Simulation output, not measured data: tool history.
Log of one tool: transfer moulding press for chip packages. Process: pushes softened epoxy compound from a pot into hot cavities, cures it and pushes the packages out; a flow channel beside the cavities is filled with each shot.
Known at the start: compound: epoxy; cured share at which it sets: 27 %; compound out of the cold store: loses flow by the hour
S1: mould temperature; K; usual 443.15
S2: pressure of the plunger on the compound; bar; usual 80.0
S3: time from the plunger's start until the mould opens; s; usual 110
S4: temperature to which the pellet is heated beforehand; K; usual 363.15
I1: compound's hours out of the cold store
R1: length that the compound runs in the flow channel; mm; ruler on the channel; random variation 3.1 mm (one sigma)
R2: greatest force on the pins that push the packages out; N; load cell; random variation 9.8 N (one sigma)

Run 1, hour 0.0: usual settings; I1 34.3. Result: R1 768 mm, R2 822 N.
Run 2, hour 28.0: usual settings; I1 27.3. Result: R1 791 mm, R2 968 N.
Run 3, hour 52.3: usual settings; I1 26.3. Result: R1 789 mm, R2 977 N.
Run 4, hour 70.3: usual settings but S1 444.15 K; I1 33.6. Result: R1 758 mm, R2 929 N.
At hour 91.5: cavities cleaned with cleaning compound and waxed.
Run 5, hour 93.1: usual settings but S1 445.15 K; I1 11.9. Result: R1 833 mm, R2 425 N.
Run 6, hour 120.7: usual settings but S1 445.15 K; I1 14.2. Result: R1 818 mm, R2 717 N.
Run 7, hour 152.8: usual settings but S1 445.15 K; I1 20.0. Result: R1 798 mm, R2 846 N.
Run 8, hour 173.5: usual settings; I1 45.4. Result: R1 717 mm, R2 954 N.
At hour 196.7: mould's thermocouples calibrated.
Run 9, hour 196.7: usual settings; I1 27.6. Result: R1 774 mm, R2 1095 N.
At hour 212.5: cavities cleaned with cleaning compound and waxed.
Run 10, hour 224.3: usual settings but S3 148 s; I1 10.1. Result: R1 835 mm, R2 424 N.
Run 11, hour 246.1: usual settings but S2 95.7 bar; I1 45.5. Result: R1 774 mm, R2 803 N.
At hour 253.7: mould's thermocouples calibrated, once more.
Run 12, hour 270.0: usual settings but S2 95.7 bar, S4 367.15 K; I1 8.7. Result: R1 912 mm, R2 916 N.
Run 13, hour 291.8: usual settings; I1 45.5. Result: R1 701 mm, R2 902 N.
Run 14, hour 321.5: usual settings; I1 31.7. Result: R1 741 mm, R2 999 N.
At hour 334.0: cavities cleaned with cleaning compound and waxed.
Run 15, hour 340.3: usual settings; I1 35.1. Result: R1 729 mm, R2 492 N.
Run 16, hour 361.9: usual settings but S1 444.15 K, S3 119 s; I1 33.3. Result: R1 727 mm, R2 604 N.
Run 17, hour 381.3: usual settings but S1 450.15 K, S2 62.6 bar, S3 98 s, S4 358.15 K; I1 38.3. Result: R1 617 mm, R2 706 N.
Run 18, hour 413.1: usual settings but S1 442.15 K, S2 95.0 bar, S3 93 s, S4 361.15 K; I1 27.8. Result: R1 818 mm, R2 1494 N.
Run 19, hour 439.4: usual settings but S1 441.15 K, S2 93.9 bar, S3 116 s, S4 366.15 K; I1 46.2. Result: R1 743 mm, R2 959 N.
At hour 455.3: cavities cleaned with cleaning compound and waxed.
Run 20, hour 463.5: usual settings but S1 441.15 K, S2 93.9 bar, S3 116 s, S4 366.15 K; I1 18.2. Result: R1 847 mm, R2 586 N.
Run 21, hour 492.4: usual settings but S1 441.15 K, S2 93.9 bar, S3 116 s, S4 366.15 K; I1 12.7. Result: R1 859 mm, R2 885 N.
Run 22, hour 514.2: usual settings but S2 70.9 bar; I1 30.4. Result: R1 681 mm, R2 920 N.
At hour 527.6: plunger's sealing rings changed.
Run 23, hour 550.7: usual settings but S2 70.9 bar; I1 13.3. Result: R1 795 mm, R2 1034 N.
Run 24, hour 573.4: usual settings but S1 435.15 K, S2 76.1 bar, S3 116 s, S4 360.15 K; I1 14.7. Result: R1 843 mm, R2 1730 N.
At hour 577.7: cavities cleaned with cleaning compound and waxed.
Run 25, hour 607.0: usual settings but S1 436.15 K, S3 128 s, S4 367.15 K; I1 44.8. Result: R1 748 mm, R2 873 N.
Run 26, hour 636.7: usual settings but S1 436.15 K, S2 68.4 bar, S3 128 s, S4 357.15 K; I1 46.9. Result: R1 682 mm, R2 1032 N.
Run 27, hour 671.7: usual settings but S1 445.15 K; I1 23.8. Result: R1 788 mm, R2 859 N.
At hour 697.5: cavities cleaned with cleaning compound and waxed.
Run 28, hour 702.6: usual settings but S1 445.15 K; I1 35.7. Result: R1 742 mm, R2 454 N.

Forecast each of these 3 alternatives for the next run:
Run A, hour 720.4: usual settings but S2 71.5 bar, S3 102 s, S4 373.15 K; I1 30.4. Result: R1 ?, R2 ?.
Run B, hour 720.4: usual settings but S1 446.15 K, S2 72.2 bar; I1 16.6. Result: R1 ?, R2 ?.
Run C, hour 720.4: usual settings but S1 445.15 K, S2 76.1 bar, S3 121 s, S4 368.15 K; I1 10.6. Result: R1 ?, R2 ?.

run   R1   R2
  A  721  760
  B  762  591
  C  809  573
Without the tool's hidden state the same runs would have given:
run   R1   R2
  A  741  458
  B  783  359
  C  832  352

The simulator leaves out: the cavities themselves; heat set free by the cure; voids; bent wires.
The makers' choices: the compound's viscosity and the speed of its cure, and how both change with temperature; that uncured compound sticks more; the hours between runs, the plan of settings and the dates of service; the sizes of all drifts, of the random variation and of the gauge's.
